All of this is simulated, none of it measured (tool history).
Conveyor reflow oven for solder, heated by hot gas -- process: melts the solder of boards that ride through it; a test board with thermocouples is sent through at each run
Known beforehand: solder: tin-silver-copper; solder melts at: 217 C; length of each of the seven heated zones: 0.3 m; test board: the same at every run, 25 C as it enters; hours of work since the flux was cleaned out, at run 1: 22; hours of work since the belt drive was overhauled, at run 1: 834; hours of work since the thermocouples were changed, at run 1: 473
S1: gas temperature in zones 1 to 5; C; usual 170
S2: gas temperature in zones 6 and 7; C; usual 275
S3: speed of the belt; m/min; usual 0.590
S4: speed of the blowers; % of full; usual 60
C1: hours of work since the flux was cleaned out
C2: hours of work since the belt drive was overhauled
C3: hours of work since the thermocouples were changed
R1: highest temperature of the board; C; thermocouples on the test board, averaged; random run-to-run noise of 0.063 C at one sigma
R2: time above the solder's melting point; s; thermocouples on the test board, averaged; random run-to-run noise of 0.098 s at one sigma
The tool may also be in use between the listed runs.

run 1 hour=0.0 | S1=170 S2=275 S3=0.590 S4=60 | C1=22 C2=834 C3=473 | R1=255.81 R2=46.05
run 2 hour=41.0 | S1=170 S2=275 S3=0.590 S4=60 | C1=49 C2=860 C3=499 | R1=255.72 R2=45.99
run 3 hour=95.0 | S1=170 S2=275 S3=0.590 S4=52 | C1=84 C2=895 C3=534 | R1=252.89 R2=43.93
run 4 hour=178.8 | S1=170 S2=275 S3=0.590 S4=60 | C1=138 C2=949 C3=589 | R1=255.67 R2=46.21
-- hour=249.9 flux residue cleaned out of gas plates and filters
run 5 hour=255.0 | S1=170 S2=275 S3=0.702 S4=60 | C1=3 C2=995 C3=635 | R1=248.71 R2=34.15
run 6 hour=331.2 | S1=170 S2=275 S3=0.702 S4=60 | C1=53 C2=1045 C3=684 | R1=248.65 R2=34.10
run 7 hour=414.0 | S1=170 S2=275 S3=0.702 S4=60 | C1=106 C2=1098 C3=738 | R1=248.77 R2=33.92
run 8 hour=466.3 | S1=170 S2=275 S3=0.702 S4=60 | C1=140 C2=1132 C3=771 | R1=248.74 R2=34.15
run 9 hour=517.4 | S1=170 S2=275 S3=0.702 S4=67 | C1=173 C2=1165 C3=804 | R1=251.26 R2=35.86
-- hour=535.8 flux residue cleaned out of gas plates and filters
run 10 hour=610.1 | S1=170 S2=275 S3=0.590 S4=77 | C1=48 C2=1222 C3=861 | R1=260.36 R2=48.97
run 11 hour=665.5 | S1=170 S2=275 S3=0.590 S4=77 | C1=84 C2=1257 C3=897 | R1=260.41 R2=49.20
run 12 hour=742.9 | S1=170 S2=268 S3=0.590 S4=60 | C1=134 C2=1308 C3=947 | R1=249.66 R2=42.74
run 13 hour=794.5 | S1=170 S2=268 S3=0.590 S4=60 | C1=167 C2=1341 C3=980 | R1=249.77 R2=42.49
-- hour=825.6 flux residue cleaned out of gas plates and filters
run 14 hour=873.2 | S1=170 S2=268 S3=0.476 S4=60 | C1=31 C2=1389 C3=1028 | R1=256.27 R2=59.36
run 15 hour=913.2 | S1=179 S2=285 S3=0.530 S4=88 | C1=57 C2=1414 C3=1054 | R1=275.75 R2=63.80
run 16 hour=970.6 | S1=156 S2=275 S3=0.531 S4=73 | C1=94 C2=1452 C3=1091 | R1=260.80 R2=51.68
run 17 hour=1030.6 | S1=156 S2=263 S3=0.531 S4=54 | C1=133 C2=1490 C3=1130 | R1=244.53 R2=39.91
-- hour=1057.7 thermocouples of zones 6 and 7 changed
-- hour=1118.0 flux residue cleaned out of gas plates and filters
run 18 hour=1129.4 | S1=175 S2=275 S3=0.590 S4=66 | C1=7 C2=1550 C3=43 | R1=258.49 R2=49.35
-- hour=1140.7 belt drive overhauled, speed set with a stopwatch
run 19 hour=1188.7 | S1=182 S2=275 S3=0.590 S4=67 | C1=43 C2=31 C3=79 | R1=260.00 R2=51.91
run 20 hour=1275.9 | S1=163 S2=275 S3=0.590 S4=63 | C1=100 C2=87 C3=135 | R1=255.44 R2=44.04
run 21 hour=1356.1 | S1=157 S2=275 S3=0.542 S4=60 | C1=151 C2=139 C3=187 | R1=256.61 R2=47.65
-- hour=1406.0 flux residue cleaned out of gas plates and filters
run 22 hour=1452.0 | S1=157 S2=275 S3=0.542 S4=60 | C1=30 C2=198 C3=246 | R1=256.53 R2=47.92
run 23 hour=1546.0 | S1=157 S2=287 S3=0.490 S4=60 | C1=90 C2=259 C3=307 | R1=271.16 R2=61.12
run 24 hour=1589.5 | S1=178 S2=274 S3=0.565 S4=85 | C1=119 C2=287 C3=335 | R1=263.33 R2=55.12
run 25 hour=1649.2 | S1=175 S2=280 S3=0.598 S4=60 | C1=157 C2=326 C3=373 | R1=260.53 R2=49.08
-- hour=1692.1 flux residue cleaned out of gas plates and filters
run 26 hour=1698.1 | S1=170 S2=277 S3=0.590 S4=54 | C1=4 C2=354 C3=402 | R1=255.35 R2=45.62
run 27 hour=1743.6 | S1=170 S2=277 S3=0.590 S4=54 | C1=33 C2=383 C3=431 | R1=255.31 R2=45.42
run 28 hour=1803.5 | S1=161 S2=275 S3=0.474 S4=60 | C1=72 C2=422 C3=470 | R1=261.70 R2=59.69

Here are 5 independent what-if runs from the current tool condition. What would each one return?
run A hour=1887.1 | S1=170 S2=275 S3=0.492 S4=61 | C1=126 C2=476 C3=524 | R1=? R2=?
run B hour=1887.1 | S1=164 S2=275 S3=0.590 S4=54 | C1=126 C2=476 C3=524 | R1=? R2=?
run C hour=1887.1 | S1=176 S2=280 S3=0.474 S4=68 | C1=126 C2=476 C3=524 | R1=? R2=?
run D hour=1887.1 | S1=170 S2=275 S3=0.590 S4=58 | C1=126 C2=476 C3=524 | R1=? R2=?
run E hour=1887.1 | S1=164 S2=285 S3=0.474 S4=60 | C1=126 C2=476 C3=524 | R1=? R2=?

run=A R1=262.01 R2=60.12
run=B R1=252.37 R2=42.15
run=C R1=269.84 R2=68.29
run=D R1=255.15 R2=45.62
run=E R1=271.23 R2=65.03
What these runs would have given with no unlogged condition in the tool:
run=A R1=262.00 R2=60.10
run=B R1=252.36 R2=42.14
run=C R1=269.83 R2=68.27
run=D R1=255.15 R2=45.61
run=E R1=271.22 R2=65.01

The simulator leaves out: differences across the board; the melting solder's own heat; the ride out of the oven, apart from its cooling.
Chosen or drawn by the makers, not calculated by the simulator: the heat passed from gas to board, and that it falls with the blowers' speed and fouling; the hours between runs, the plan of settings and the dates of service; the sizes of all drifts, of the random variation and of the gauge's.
